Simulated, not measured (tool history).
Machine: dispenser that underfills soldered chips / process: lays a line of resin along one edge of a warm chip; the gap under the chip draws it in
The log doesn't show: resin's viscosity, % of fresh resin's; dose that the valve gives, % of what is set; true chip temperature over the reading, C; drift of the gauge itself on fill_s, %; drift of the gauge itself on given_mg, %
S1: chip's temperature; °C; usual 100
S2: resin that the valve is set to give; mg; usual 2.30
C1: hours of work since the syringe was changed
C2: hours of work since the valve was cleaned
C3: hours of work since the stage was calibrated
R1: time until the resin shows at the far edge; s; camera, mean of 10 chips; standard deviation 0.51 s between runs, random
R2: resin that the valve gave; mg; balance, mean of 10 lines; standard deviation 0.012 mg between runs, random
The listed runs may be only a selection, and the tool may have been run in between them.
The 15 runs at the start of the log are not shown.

run   hour   S1    S2  C1  C2   C3    R1    R2
     132.3  -- new syringe of resin
 16  136.1  111  2.30   3  11  295  35.0  2.27
     144.4  -- new syringe of resin
 17  145.1  111  2.30   0  17  301  29.8  2.27
 18  149.6   91  2.90   4  20  304  81.8  2.85
     156.5  -- new syringe of resin
 19  158.9   91  2.62   2  26  310  70.4  2.60
 20  165.5  108  2.48   6  30  315  50.1  2.42
     168.5  -- new syringe of resin
 21  176.2   92  2.98   5  37  322  88.6  2.87
     180.5  -- new syringe of resin
 22  184.4   92  2.98   3  42  327  73.9  2.88
 23  190.4   95  2.98   7  46  331  87.4  2.86
     192.7  -- new syringe of resin
 24  195.8  113  2.85   2  50  334  31.2  2.76
 25  203.1  113  2.85   7  55  339  44.8  2.72
     205.4  -- new syringe of resin
 26  213.8  113  2.85   6  62  346  40.6  2.71
     217.4  -- new syringe of resin
     220.7  -- dispensing valve cleaned and set on the balance
 27  221.7  113  2.85   2   1  351  31.2  2.87
     230.7  -- new syringe of resin
 28  232.8   96  2.61   1   8  358  58.8  2.60
     242.7  -- new syringe of resin
 29  242.9  108  2.11   0  14  364  34.8  2.08
 30  252.9  108  2.11   7  21  371  56.6  2.07
     254.8  -- new syringe of resin
 31  262.7   96  2.47   5  27  377  78.8  2.41
     266.7  -- new syringe of resin
 32  270.5   96  2.47   3  33  383  66.3  2.39
     278.5  -- new syringe of resin
 33  278.5  105  2.34   0  38  388  37.6  2.26
 34  287.0   95  2.34   6  43  393  85.8  2.25

What if the next run were any one of these 5? Each begins from the tool's condition after run 34:
     290.8  -- new syringe of resin
  A  293.7   95  2.93   2  48  398   ?   ?
     290.8  -- new syringe of resin
  B  293.7   94  2.88   2  48  398   ?   ?
     290.8  -- new syringe of resin
  C  293.7  100  2.38   2  48  398   ?   ?
     290.8  -- new syringe of resin
  D  293.7  103  2.69   2  48  398   ?   ?
     290.8  -- new syringe of resin
  E  293.7   88  2.44   2  48  398   ?   ?

run    R1    R2
  A  64.8  2.82
  B  67.9  2.77
  C  54.5  2.26
  D  46.8  2.61
  E  88.4  2.33
With the hidden condition removed and each run's random variation left untouched, the same runs would have given:
run    R1    R2
  A  50.1  2.94
  B  52.4  2.88
  C  42.2  2.35
  D  36.3  2.72
  E  67.9  2.43
